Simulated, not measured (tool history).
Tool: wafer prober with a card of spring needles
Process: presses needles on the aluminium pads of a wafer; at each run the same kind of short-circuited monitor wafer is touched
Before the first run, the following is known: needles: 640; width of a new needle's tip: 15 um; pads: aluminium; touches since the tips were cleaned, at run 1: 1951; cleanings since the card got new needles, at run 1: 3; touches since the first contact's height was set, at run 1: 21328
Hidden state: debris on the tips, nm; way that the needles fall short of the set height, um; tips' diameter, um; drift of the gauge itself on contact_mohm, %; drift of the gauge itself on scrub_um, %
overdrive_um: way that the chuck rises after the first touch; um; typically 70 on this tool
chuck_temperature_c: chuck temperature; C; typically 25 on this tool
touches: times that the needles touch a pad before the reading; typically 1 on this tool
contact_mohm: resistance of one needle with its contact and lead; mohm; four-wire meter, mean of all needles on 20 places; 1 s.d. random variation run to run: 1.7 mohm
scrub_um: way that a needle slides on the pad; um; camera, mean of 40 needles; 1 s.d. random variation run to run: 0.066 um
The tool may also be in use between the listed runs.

run   hour  overdrive_um  chuck_temperature_c  touches  touches since the tips were cleaned  cleanings since the card got new needles  touches since the first contact's height was set  contact_mohm  scrub_um
  1    0.0            70                   25        1                                 1951                                         3                                             21328           188     12.31
  2    7.6            70                   25        1                                 5453                                         3                                             24830           208     12.28
       8.5  -- tips cleaned on abrasive film
  3   19.0            70                   25        2                                 4833                                         4                                             30022           201     12.29
      21.7  -- tips cleaned on abrasive film
  4   29.6            70                   25        2                                 3627                                         5                                             34830           189     12.35
      34.4  -- tips cleaned on abrasive film
  5   41.1            70                   25        2                                 3083                                         6                                             40045           184     12.31
  6   46.6            70                   25        2                                 5593                                         6                                             42555           188     12.35
      47.8  -- tips cleaned on abrasive film
  7   56.8            70                   36        2                                 4122                                         7                                             47203           187     12.28
      61.4  -- tips cleaned on abrasive film
      64.8  -- tips cleaned on abrasive film, once more
  8   66.3            70                   36        2                                  714                                         9                                             51479           174     12.19
  9   74.0            70                   25        1                                 4250                                         9                                             55015           206     12.08
      77.6  -- tips cleaned on abrasive film
 10   81.3            70                   25        1                                 1733                                        10                                             58324           188     12.18
 11   87.6            70                  105        3                                 4605                                        10                                             61196           195     12.25
      90.4  -- tips cleaned on abrasive film
 12   94.4            70                   46        1                                 1838                                        11                                             64274           194     12.41
 13   99.6            85                   29        1                                 4233                                        11                                             66669           191     14.83
     103.6  -- tips cleaned on abrasive film
 14  106.5            85                   29        1                                 1333                                        12                                             69799           177     14.82
     116.3  -- tips cleaned on abrasive film
 15  119.1            76                   56        1                                 1322                                        13                                             75534           191     13.35
 16  125.5            84                   44        1                                 4244                                        13                                             78456           190     14.69
     129.9  -- tips cleaned on abrasive film
 17  136.1            84                   44        1                                 2837                                        14                                             83259           192     14.55

Alternative continuations, all from the tool just after run 17; predict every row:
     142.6  -- tips cleaned on abrasive film
  A  143.0            66                   31        2                                  197                                        15                                             86397             ?         ?
     142.6  -- tips cleaned on abrasive film
  B  143.0            65                   37        2                                  197                                        15                                             86397             ?         ?
     142.6  -- tips cleaned on abrasive film
  C  143.0            69                   44        1                                  197                                        15                                             86397             ?         ?
     142.6  -- tips cleaned on abrasive film
  D  143.0            70                   35        1                                  197                                        15                                             86397             ?         ?

run  contact_mohm  scrub_um
  A           177     11.44
  B           178     11.19
  C           178     11.99
  D           177     12.15
Had the tool no hidden state, the same runs would have come out as:
run  contact_mohm  scrub_um
  A           171     11.67
  B           172     11.43
  C           170     12.23
  D           169     12.39

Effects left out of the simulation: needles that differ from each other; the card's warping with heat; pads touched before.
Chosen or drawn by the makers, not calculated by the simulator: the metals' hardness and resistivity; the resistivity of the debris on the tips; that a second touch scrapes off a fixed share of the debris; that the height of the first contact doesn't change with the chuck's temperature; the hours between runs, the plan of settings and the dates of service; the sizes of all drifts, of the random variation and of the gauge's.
